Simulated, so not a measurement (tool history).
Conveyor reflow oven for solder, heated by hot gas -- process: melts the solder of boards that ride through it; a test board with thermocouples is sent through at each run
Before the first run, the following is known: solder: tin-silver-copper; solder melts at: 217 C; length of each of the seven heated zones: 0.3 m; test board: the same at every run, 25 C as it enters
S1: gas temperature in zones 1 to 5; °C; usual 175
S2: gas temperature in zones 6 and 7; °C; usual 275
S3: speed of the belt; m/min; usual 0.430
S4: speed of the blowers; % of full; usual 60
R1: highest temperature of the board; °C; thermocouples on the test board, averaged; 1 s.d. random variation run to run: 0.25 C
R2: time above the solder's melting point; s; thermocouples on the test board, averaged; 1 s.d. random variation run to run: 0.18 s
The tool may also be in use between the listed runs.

run	hour	S1	S2	S3	S4	R1	R2
1	0.0	175	275	0.430	60	253.8	63.7
2	75.2	182	275	0.430	60	255.9	68.0
3	150.3	182	275	0.430	60	256.1	67.4
4	230.4	175	275	0.430	60	254.4	63.5
5	286.0	175	275	0.430	60	254.4	63.4
6	355.5	175	275	0.430	60	254.7	63.5
7	442.1	175	275	0.430	60	255.1	63.5
8	524.2	175	275	0.430	60	255.1	63.8
9	604.6	175	275	0.430	60	254.6	63.9
10	665.2	175	275	0.430	60	254.4	63.8
11	764.6	175	277	0.430	60	256.2	65.0
12	837.3	175	275	0.430	60	254.7	63.9
13	908.8	175	275	0.430	60	254.7	63.8
14	965.3	175	275	0.430	76	258.3	67.1
15	1009.7	175	275	0.430	76	258.5	67.4
16	1058.5	175	275	0.430	76	258.2	66.9
17	1137.8	175	275	0.430	76	258.2	67.3
18	1204.5	175	275	0.430	76	258.4	67.0
19	1288.9	165	275	0.430	68	255.2	60.5
20	1368.9	165	275	0.430	68	255.0	60.4
21	1410.7	175	276	0.358	60	261.8	83.8
22	1465.6	173	275	0.430	67	255.8	64.6
23	1533.3	180	275	0.430	53	253.3	64.7
24	1619.7	180	275	0.430	76	259.1	69.9
25	1665.2	189	275	0.340	83	267.8	99.5
26	1762.4	189	275	0.379	78	264.3	87.7
27	1844.1	187	265	0.430	65	249.7	66.2
28	1884.3	171	277	0.430	75	259.9	66.4
29	1945.5	171	277	0.430	75	259.3	66.4

Not shown: 4 entries that the log had between the listed runs. Between which runs, and how does the tool's hidden state differ before and after?
Runs 6 to 7: flux residue cleaned out of gas plates and filters (hour 372.3)
  heat that the gas passes to the board, % of a clean oven's: 99.9 -> 100
Runs 10 to 11: thermocouples of zones 6 and 7 changed (hour 695.1)
  heat that the gas passes to the board, % of a clean oven's: 100 -> 99.9; true gas temperature in zones 6 and 7 over the reading, C: -0.04 -> -0.01
Runs 18 to 19: flux residue cleaned out of gas plates and filters (hour 1267.8)
  heat that the gas passes to the board, % of a clean oven's: 99.9 -> 100; true gas temperature in zones 6 and 7 over the reading, C: -0.01 -> -0.02
Runs 25 to 26: belt drive overhauled, speed set with a stopwatch (hour 1722.5)
  belt's true speed, % of the reading: 99.96 -> 100
